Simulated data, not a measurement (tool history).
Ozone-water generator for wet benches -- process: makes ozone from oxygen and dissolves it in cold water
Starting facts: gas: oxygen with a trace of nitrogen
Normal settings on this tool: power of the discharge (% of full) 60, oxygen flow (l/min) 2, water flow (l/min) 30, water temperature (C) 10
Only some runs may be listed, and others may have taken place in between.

run	hour	power of the discharge (% of full)	oxygen flow (l/min)	water flow (l/min)	water temperature (C)	dissolved ozone (ppm)	ozone in the gas ahead of the water (g/m3)
1	0	60	2	30	10	8.6	213.9
2	65.1	60	2	30	10	8.5	211.6
3	159.7	60	2	30	10	8.7	210.7
4	229.2	60	2	30	10	8.5	210.5
5	275.9	60	2.41	30	10	9.1	190.4
6	333.3	60	2.41	30	10	8.7	188.8
7	388.4	60	2.41	30	10	9.2	189.6
8	487.7	60	2.28	30	10	8.8	196
9	561.7	60	2.28	30	10	9	196.1
10	622.8	60	2.28	30	10	8.7	194.4
11	693.1	60	2.28	30	10	8.9	193.2
12	759.5	60	2.28	30	10	8.9	192.9
13	819.5	60	1.76	30	10	8.3	226.6
14	895.6	60	1.76	30	10	8.2	224.4
15	951.4	60	1.04	26	10	8.1	299.9
16	1030.7	60	1.04	26	10	7.9	299.5
17	1117.4	92	2	30	6	11.8	280.5
18	1167.1	59	2	30	10	8.5	205.8
19	1247.2	98	1.17	30	10	10.2	396.5
20	1304.4	94	1.74	31	10	10.9	304.8
21	1395.3	94	1.74	31	10	10.9	309.7
22	1465.9	94	1.74	31	10	10.9	308.8
23	1522.5	77	3.39	26	11	13.3	184.8
24	1616.6	48	2	30	8	7.5	175.7
25	1657	48	2	30	8	7.5	175
26	1731.5	48	2	30	8	7.5	173.3
27	1771.5	48	2	40	8	5.4	175.2

Taken out of this log: 1 entry between the listed runs. Where each belongs, and how the hidden state differs across it:
Run 18 -> run 19: water thermometer calibrated (hour 1191.4)
  true water temperature over the reading, C: 0.01 -> 0; drift of the gauge itself on gas_g_m3, %: -1.87 -> -2
  measured minus no-state result, ozone in the gas ahead of the water (g/m3): -4.2 -> -8.9

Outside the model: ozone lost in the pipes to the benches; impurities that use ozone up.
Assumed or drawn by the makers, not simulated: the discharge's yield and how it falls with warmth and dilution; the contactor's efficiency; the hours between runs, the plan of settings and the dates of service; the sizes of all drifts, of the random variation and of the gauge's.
